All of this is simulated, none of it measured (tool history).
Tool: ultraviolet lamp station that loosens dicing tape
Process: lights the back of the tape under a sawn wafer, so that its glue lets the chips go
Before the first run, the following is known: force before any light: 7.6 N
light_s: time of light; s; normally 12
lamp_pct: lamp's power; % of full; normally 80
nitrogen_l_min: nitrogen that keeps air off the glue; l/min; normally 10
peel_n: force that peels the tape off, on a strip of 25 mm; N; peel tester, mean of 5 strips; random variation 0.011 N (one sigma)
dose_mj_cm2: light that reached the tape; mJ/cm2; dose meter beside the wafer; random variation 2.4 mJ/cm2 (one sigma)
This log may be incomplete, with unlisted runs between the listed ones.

{"run": 1, "hour": 0.0, "light_s": 12, "lamp_pct": 80, "nitrogen_l_min": 10, "peel_n": 0.544, "dose_mj_cm2": 242}
{"run": 2, "hour": 37.8, "light_s": 12, "lamp_pct": 80, "nitrogen_l_min": 10, "peel_n": 0.554, "dose_mj_cm2": 232}
{"run": 3, "hour": 81.8, "light_s": 12, "lamp_pct": 80, "nitrogen_l_min": 10, "peel_n": 0.563, "dose_mj_cm2": 235}
{"run": 4, "hour": 116.5, "light_s": 20, "lamp_pct": 80, "nitrogen_l_min": 10, "peel_n": 0.21, "dose_mj_cm2": 391}
{"run": 5, "hour": 176.5, "light_s": 20, "lamp_pct": 80, "nitrogen_l_min": 10, "peel_n": 0.216, "dose_mj_cm2": 393}
{"run": 6, "hour": 232.7, "light_s": 20, "lamp_pct": 80, "nitrogen_l_min": 10, "peel_n": 0.209, "dose_mj_cm2": 382}
{"run": 7, "hour": 285.4, "light_s": 20, "lamp_pct": 80, "nitrogen_l_min": 10, "peel_n": 0.208, "dose_mj_cm2": 383}
{"run": 8, "hour": 332.6, "light_s": 12, "lamp_pct": 80, "nitrogen_l_min": 10, "peel_n": 0.598, "dose_mj_cm2": 228}
{"run": 9, "hour": 365.0, "light_s": 11, "lamp_pct": 80, "nitrogen_l_min": 10, "peel_n": 0.736, "dose_mj_cm2": 208}
{"run": 10, "hour": 421.9, "light_s": 11, "lamp_pct": 80, "nitrogen_l_min": 10, "peel_n": 0.748, "dose_mj_cm2": 204}
{"run": 11, "hour": 470.2, "light_s": 11, "lamp_pct": 80, "nitrogen_l_min": 10, "peel_n": 0.752, "dose_mj_cm2": 204}
{"run": 12, "hour": 526.5, "light_s": 12, "lamp_pct": 80, "nitrogen_l_min": 3, "peel_n": 1.584, "dose_mj_cm2": 222}
{"run": 13, "hour": 558.5, "light_s": 12, "lamp_pct": 80, "nitrogen_l_min": 10, "peel_n": 0.653, "dose_mj_cm2": 218}
{"run": 14, "hour": 611.5, "light_s": 12, "lamp_pct": 80, "nitrogen_l_min": 10, "peel_n": 0.674, "dose_mj_cm2": 217}
{"run": 15, "hour": 665.5, "light_s": 12, "lamp_pct": 80, "nitrogen_l_min": 10, "peel_n": 0.724, "dose_mj_cm2": 217}
{"run": 16, "hour": 695.9, "light_s": 12, "lamp_pct": 80, "nitrogen_l_min": 10, "peel_n": 0.71, "dose_mj_cm2": 217}
{"hour": 702.2, "done": "window cleaned of glue's vapour"}
{"run": 17, "hour": 750.8, "light_s": 12, "lamp_pct": 80, "nitrogen_l_min": 10, "peel_n": 0.629, "dose_mj_cm2": 221}
{"run": 18, "hour": 792.9, "light_s": 12, "lamp_pct": 80, "nitrogen_l_min": 10, "peel_n": 0.651, "dose_mj_cm2": 221}
{"run": 19, "hour": 827.6, "light_s": 12, "lamp_pct": 80, "nitrogen_l_min": 10, "peel_n": 0.666, "dose_mj_cm2": 221}
{"run": 20, "hour": 860.0, "light_s": 12, "lamp_pct": 80, "nitrogen_l_min": 14, "peel_n": 0.508, "dose_mj_cm2": 217}
{"run": 21, "hour": 896.8, "light_s": 12, "lamp_pct": 80, "nitrogen_l_min": 14, "peel_n": 0.527, "dose_mj_cm2": 217}
{"run": 22, "hour": 934.9, "light_s": 12, "lamp_pct": 67, "nitrogen_l_min": 10, "peel_n": 0.952, "dose_mj_cm2": 182}
{"run": 23, "hour": 969.9, "light_s": 12, "lamp_pct": 67, "nitrogen_l_min": 10, "peel_n": 0.942, "dose_mj_cm2": 182}
{"run": 24, "hour": 998.5, "light_s": 18, "lamp_pct": 71, "nitrogen_l_min": 6, "peel_n": 0.587, "dose_mj_cm2": 289}
{"run": 25, "hour": 1023.9, "light_s": 12, "lamp_pct": 85, "nitrogen_l_min": 4, "peel_n": 1.242, "dose_mj_cm2": 227}
{"run": 26, "hour": 1067.1, "light_s": 7, "lamp_pct": 80, "nitrogen_l_min": 3, "peel_n": 3.048, "dose_mj_cm2": 123}
{"run": 27, "hour": 1105.0, "light_s": 12, "lamp_pct": 80, "nitrogen_l_min": 12, "peel_n": 0.615, "dose_mj_cm2": 217}
{"run": 28, "hour": 1150.9, "light_s": 23, "lamp_pct": 80, "nitrogen_l_min": 3, "peel_n": 0.511, "dose_mj_cm2": 407}
{"run": 29, "hour": 1181.2, "light_s": 14, "lamp_pct": 67, "nitrogen_l_min": 14, "peel_n": 0.621, "dose_mj_cm2": 203}
{"run": 30, "hour": 1215.2, "light_s": 14, "lamp_pct": 67, "nitrogen_l_min": 14, "peel_n": 0.606, "dose_mj_cm2": 204}
{"run": 31, "hour": 1252.0, "light_s": 14, "lamp_pct": 67, "nitrogen_l_min": 14, "peel_n": 0.6, "dose_mj_cm2": 205}
{"run": 32, "hour": 1307.4, "light_s": 12, "lamp_pct": 80, "nitrogen_l_min": 10, "peel_n": 0.762, "dose_mj_cm2": 207}
{"run": 33, "hour": 1332.6, "light_s": 12, "lamp_pct": 80, "nitrogen_l_min": 10, "peel_n": 0.767, "dose_mj_cm2": 204}
{"run": 34, "hour": 1389.2, "light_s": 12, "lamp_pct": 80, "nitrogen_l_min": 8, "peel_n": 0.92, "dose_mj_cm2": 205}
{"run": 35, "hour": 1418.6, "light_s": 10, "lamp_pct": 85, "nitrogen_l_min": 10, "peel_n": 0.993, "dose_mj_cm2": 179}
{"run": 36, "hour": 1453.1, "light_s": 12, "lamp_pct": 97, "nitrogen_l_min": 8, "peel_n": 0.614, "dose_mj_cm2": 249}
{"run": 37, "hour": 1509.1, "light_s": 13, "lamp_pct": 99, "nitrogen_l_min": 13, "peel_n": 0.352, "dose_mj_cm2": 262}
{"run": 38, "hour": 1540.6, "light_s": 12, "lamp_pct": 69, "nitrogen_l_min": 10, "peel_n": 1.064, "dose_mj_cm2": 170}
{"run": 39, "hour": 1566.1, "light_s": 9, "lamp_pct": 60, "nitrogen_l_min": 11, "peel_n": 1.976, "dose_mj_cm2": 113}
{"run": 40, "hour": 1625.9, "light_s": 9, "lamp_pct": 60, "nitrogen_l_min": 7, "peel_n": 2.429, "dose_mj_cm2": 110}
{"hour": 1674.2, "done": "window cleaned of glue's vapour"}
{"run": 41, "hour": 1680.1, "light_s": 9, "lamp_pct": 60, "nitrogen_l_min": 7, "peel_n": 2.408, "dose_mj_cm2": 114}
{"run": 42, "hour": 1734.0, "light_s": 11, "lamp_pct": 78, "nitrogen_l_min": 12, "peel_n": 0.844, "dose_mj_cm2": 181}
{"run": 43, "hour": 1782.3, "light_s": 14, "lamp_pct": 61, "nitrogen_l_min": 7, "peel_n": 1.258, "dose_mj_cm2": 178}
{"run": 44, "hour": 1844.6, "light_s": 6, "lamp_pct": 80, "nitrogen_l_min": 10, "peel_n": 2.331, "dose_mj_cm2": 99}

Alternative continuations, all from the tool just after run 44; predict every row:
{"run": "A", "hour": 1877.7, "light_s": 15, "lamp_pct": 80, "nitrogen_l_min": 10, "peel_n": "?", "dose_mj_cm2": "?"}
{"run": "B", "hour": 1877.7, "light_s": 6, "lamp_pct": 82, "nitrogen_l_min": 10, "peel_n": "?", "dose_mj_cm2": "?"}
{"run": "C", "hour": 1877.7, "light_s": 15, "lamp_pct": 80, "nitrogen_l_min": 10, "peel_n": "?", "dose_mj_cm2": "?"}

run=A peel_n=0.533 dose_mj_cm2=242
run=B peel_n=2.35 dose_mj_cm2=101
run=C peel_n=0.528 dose_mj_cm2=245
Without the tool's unlogged condition, the same runs would have read:
run=A peel_n=0.311 dose_mj_cm2=315
run=B peel_n=1.676 dose_mj_cm2=131
run=C peel_n=0.303 dose_mj_cm2=318
